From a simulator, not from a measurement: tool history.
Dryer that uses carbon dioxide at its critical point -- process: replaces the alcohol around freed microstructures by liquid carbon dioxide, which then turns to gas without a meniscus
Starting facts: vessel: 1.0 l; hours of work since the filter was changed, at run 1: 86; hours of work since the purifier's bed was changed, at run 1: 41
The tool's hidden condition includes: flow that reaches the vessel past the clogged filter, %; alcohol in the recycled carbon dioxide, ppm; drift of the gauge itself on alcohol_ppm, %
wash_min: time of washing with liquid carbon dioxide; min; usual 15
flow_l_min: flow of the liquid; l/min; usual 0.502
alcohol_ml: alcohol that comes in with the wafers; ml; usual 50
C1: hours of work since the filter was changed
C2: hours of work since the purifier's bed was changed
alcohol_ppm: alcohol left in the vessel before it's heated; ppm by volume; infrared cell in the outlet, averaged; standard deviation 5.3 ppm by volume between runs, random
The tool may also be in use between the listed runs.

Run 1, day 0: usual settings; C1 86; C2 41. Result: alcohol_ppm 131 ppm by volume.
Run 2, day 0.479: usual settings; C1 95; C2 50. Result: alcohol_ppm 136 ppm by volume.
Run 3, day 0.942: usual settings; C1 104; C2 58. Result: alcohol_ppm 145 ppm by volume.
Run 4, day 1.396: usual settings; C1 113; C2 67. Result: alcohol_ppm 158 ppm by volume.
Run 5, day 1.808: usual settings; C1 121; C2 75. Result: alcohol_ppm 152 ppm by volume.
Run 6, day 2.058: usual settings; C1 125; C2 79. Result: alcohol_ppm 147 ppm by volume.
Run 7, day 2.458: usual settings; C1 133; C2 87. Result: alcohol_ppm 145 ppm by volume.
Run 8, day 2.867: usual settings; C1 141; C2 95. Result: alcohol_ppm 154 ppm by volume.
Run 9, day 3.083: usual settings; C1 145; C2 99. Result: alcohol_ppm 149 ppm by volume.
Run 10, day 3.442: usual settings but flow_l_min 0.415 l/min; C1 151; C2 106. Result: alcohol_ppm 417 ppm by volume.
Run 11, day 3.867: usual settings but flow_l_min 0.587 l/min; C1 159; C2 114. Result: alcohol_ppm 70 ppm by volume.
Run 12, day 4.196: usual settings but wash_min 10 min; C1 166; C2 120. Result: alcohol_ppm 999 ppm by volume.
Run 13, day 4.429: usual settings; C1 170; C2 124. Result: alcohol_ppm 160 ppm by volume.
Run 14, day 4.658: usual settings; C1 174; C2 129. Result: alcohol_ppm 170 ppm by volume.
Run 15, day 4.883: usual settings; C1 179; C2 133. Result: alcohol_ppm 173 ppm by volume.
Run 16, day 5.329: usual settings; C1 187; C2 141. Result: alcohol_ppm 180 ppm by volume.
Run 17, day 5.583: usual settings; C1 192; C2 146. Result: alcohol_ppm 169 ppm by volume.
Run 18, day 5.946: usual settings; C1 199; C2 153. Result: alcohol_ppm 176 ppm by volume.
Run 19, day 6.362: usual settings; C1 207; C2 161. Result: alcohol_ppm 181 ppm by volume.
Run 20, day 6.629: usual settings; C1 212; C2 166. Result: alcohol_ppm 185 ppm by volume.
Run 21, day 7.108: usual settings; C1 221; C2 175. Result: alcohol_ppm 180 ppm by volume.
Run 22, day 7.542: usual settings but flow_l_min 0.742 l/min; C1 229; C2 183. Result: alcohol_ppm 52 ppm by volume.
Run 23, day 8.067: usual settings but flow_l_min 0.742 l/min; C1 239; C2 193. Result: alcohol_ppm 51 ppm by volume.
Run 24, day 8.438: usual settings but wash_min 11 min, flow_l_min 0.746 l/min, alcohol_ml 25 ml; C1 246; C2 200. Result: alcohol_ppm 82 ppm by volume.
Run 25, day 8.696: usual settings but wash_min 12 min, flow_l_min 0.386 l/min, alcohol_ml 24 ml; C1 251; C2 205. Result: alcohol_ppm 768 ppm by volume.
Run 26, day 8.992: usual settings but wash_min 10 min, flow_l_min 0.562 l/min, alcohol_ml 53 ml; C1 256; C2 210. Result: alcohol_ppm 772 ppm by volume.
Run 27, day 9.504: usual settings but wash_min 11 min, flow_l_min 0.562 l/min, alcohol_ml 25 ml; C1 266; C2 220. Result: alcohol_ppm 279 ppm by volume.
Run 28, day 9.85: usual settings but wash_min 11 min, flow_l_min 0.562 l/min, alcohol_ml 25 ml; C1 272; C2 227. Result: alcohol_ppm 264 ppm by volume.
Run 29, day 10.329: usual settings but wash_min 14 min, flow_l_min 0.551 l/min; C1 281; C2 236. Result: alcohol_ppm 191 ppm by volume.
Run 30, day 10.567: usual settings but flow_l_min 0.578 l/min; C1 286; C2 240. Result: alcohol_ppm 119 ppm by volume.
Run 31, day 10.804: usual settings but flow_l_min 0.578 l/min; C1 290; C2 245. Result: alcohol_ppm 123 ppm by volume.
Run 32, day 11.096: usual settings but flow_l_min 0.578 l/min; C1 296; C2 250. Result: alcohol_ppm 127 ppm by volume.
Run 33, day 11.612: usual settings but flow_l_min 0.578 l/min; C1 306; C2 260. Result: alcohol_ppm 131 ppm by volume.
Run 34, day 12.129: usual settings but flow_l_min 0.578 l/min; C1 316; C2 270. Result: alcohol_ppm 139 ppm by volume.
At day 12.271: inlet filter changed.
Run 35, day 12.492: usual settings but flow_l_min 0.761 l/min, alcohol_ml 108 ml; C1 4; C2 276. Result: alcohol_ppm 58 ppm by volume.
Run 36, day 13: usual settings but flow_l_min 0.761 l/min, alcohol_ml 108 ml; C1 14; C2 285. Result: alcohol_ppm 58 ppm by volume.
Run 37, day 13.371: usual settings but wash_min 13 min, flow_l_min 0.761 l/min, alcohol_ml 26 ml; C1 21; C2 292. Result: alcohol_ppm 70 ppm by volume.
Run 38, day 13.683: usual settings but wash_min 13 min, flow_l_min 0.761 l/min, alcohol_ml 26 ml; C1 27; C2 298. Result: alcohol_ppm 62 ppm by volume.
Run 39, day 13.975: usual settings but wash_min 13 min, flow_l_min 0.761 l/min, alcohol_ml 26 ml; C1 32; C2 304. Result: alcohol_ppm 56 ppm by volume.
Run 40, day 14.208: usual settings but flow_l_min 0.644 l/min, alcohol_ml 110 ml; C1 37; C2 308. Result: alcohol_ppm 97 ppm by volume.
Run 41, day 14.512: usual settings but flow_l_min 0.644 l/min, alcohol_ml 110 ml; C1 42; C2 314. Result: alcohol_ppm 108 ppm by volume.
Run 42, day 14.875: usual settings but wash_min 14 min, flow_l_min 0.544 l/min; C1 49; C2 321. Result: alcohol_ppm 172 ppm by volume.
Run 43, day 15.171: usual settings but wash_min 13 min, flow_l_min 0.323 l/min, alcohol_ml 57 ml; C1 55; C2 326. Result: alcohol_ppm 2070 ppm by volume.
Run 44, day 15.558: usual settings but wash_min 21 min, flow_l_min 0.45 l/min, alcohol_ml 25 ml; C1 62; C2 334. Result: alcohol_ppm 74 ppm by volume.
Run 45, day 15.788: usual settings but wash_min 20 min, flow_l_min 0.599 l/min, alcohol_ml 25 ml; C1 66; C2 338. Result: alcohol_ppm 61 ppm by volume.
Run 46, day 16.117: usual settings but wash_min 20 min, flow_l_min 0.599 l/min, alcohol_ml 25 ml; C1 73; C2 344. Result: alcohol_ppm 66 ppm by volume.

Predict each of these 4 candidate next runs independently; none follows another, all start after run 46:
Run A, day 16.433: usual settings but wash_min 12 min, alcohol_ml 57 ml; C1 79; C2 350. Result: alcohol_ppm ?.
Run B, day 16.433: usual settings but wash_min 11 min, flow_l_min 0.345 l/min; C1 79; C2 350. Result: alcohol_ppm ?.
Run C, day 16.433: usual settings but wash_min 10 min, flow_l_min 0.599 l/min, alcohol_ml 68 ml; C1 79; C2 350. Result: alcohol_ppm ?.
Run D, day 16.433: usual settings but wash_min 21 min, alcohol_ml 21 ml; C1 79; C2 350. Result: alcohol_ppm ?.

run  alcohol_ppm
  A          544
  B         2525
  C          618
  D           63
What these runs would have given with no unlogged condition in the tool:
run  alcohol_ppm
  A          433
  B         2291
  C          500
  D            4
